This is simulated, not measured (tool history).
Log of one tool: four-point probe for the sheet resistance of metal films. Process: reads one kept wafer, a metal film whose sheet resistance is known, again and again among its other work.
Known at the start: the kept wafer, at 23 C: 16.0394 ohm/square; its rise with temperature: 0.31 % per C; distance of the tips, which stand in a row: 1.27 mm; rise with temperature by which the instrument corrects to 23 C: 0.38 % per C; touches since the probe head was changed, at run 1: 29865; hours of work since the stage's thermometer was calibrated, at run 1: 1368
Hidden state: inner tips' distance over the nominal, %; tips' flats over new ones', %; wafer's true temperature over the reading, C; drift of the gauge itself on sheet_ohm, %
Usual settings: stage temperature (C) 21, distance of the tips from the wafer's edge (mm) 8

run	hour	stage temperature (C)	distance of the tips from the wafer's edge (mm)	touches since the probe head was changed	hours of work since the stage's thermometer was calibrated	sheet resistance as the instrument gives it (ohm/square)
1	0.0	21	8	29865	1368	16.352918
2	33.0	21	8	31329	1390	16.360947
3	79.6	21	8	33395	1421	16.359700
4	126.3	21	8	35466	1453	16.365668
# hour 145.5: stage's thermometer calibrated
5	159.4	21	8	36915	9	16.386805
6	184.8	21	8	38040	26	16.390541
7	234.3	25	8	40237	60	16.345527
8	262.4	21	10	41481	79	16.317837
9	308.2	21	5	43513	109	16.720191
10	340.4	21	8	44942	131	16.398601
11	367.6	21	8	46150	149	16.394875
12	388.4	21	8	47071	163	16.393339
13	422.9	21	8	48600	187	16.406473
14	445.3	21	36	49594	202	16.200619
15	478.0	21	36	51043	224	16.197807
16	510.9	26	9	52505	246	16.300580
17	544.3	22	29	53986	268	16.197123
18	587.0	21	31	55879	297	16.212844
19	617.1	25	35	57214	317	16.166849
20	639.2	30	18	58196	332	16.138795
21	670.8	35	63	59595	353	16.048747
22	701.5	33	10	60957	374	16.206482
23	724.6	33	3	61985	390	17.468727
24	773.7	33	3	64163	423	17.466408
25	809.0	33	3	65726	446	17.475464
26	855.8	33	3	67803	478	17.479306
27	899.0	31	3	69717	507	17.500774
28	921.3	25	8	70709	522	16.379781

3 ways to go on from here, each from the tool as it stands after run 28. What would each give?
A	963.1	25	37	72564	550	?
B	963.1	22	5	72564	550	?
C	963.1	22	21	72564	550	?

run	sheet resistance as the instrument gives it (ohm/square)
A	16.183504
B	16.742847
C	16.233991
Without the tool's hidden state the same runs would have given:
run	sheet resistance as the instrument gives it (ohm/square)
A	16.033044
B	16.587718
C	16.083168

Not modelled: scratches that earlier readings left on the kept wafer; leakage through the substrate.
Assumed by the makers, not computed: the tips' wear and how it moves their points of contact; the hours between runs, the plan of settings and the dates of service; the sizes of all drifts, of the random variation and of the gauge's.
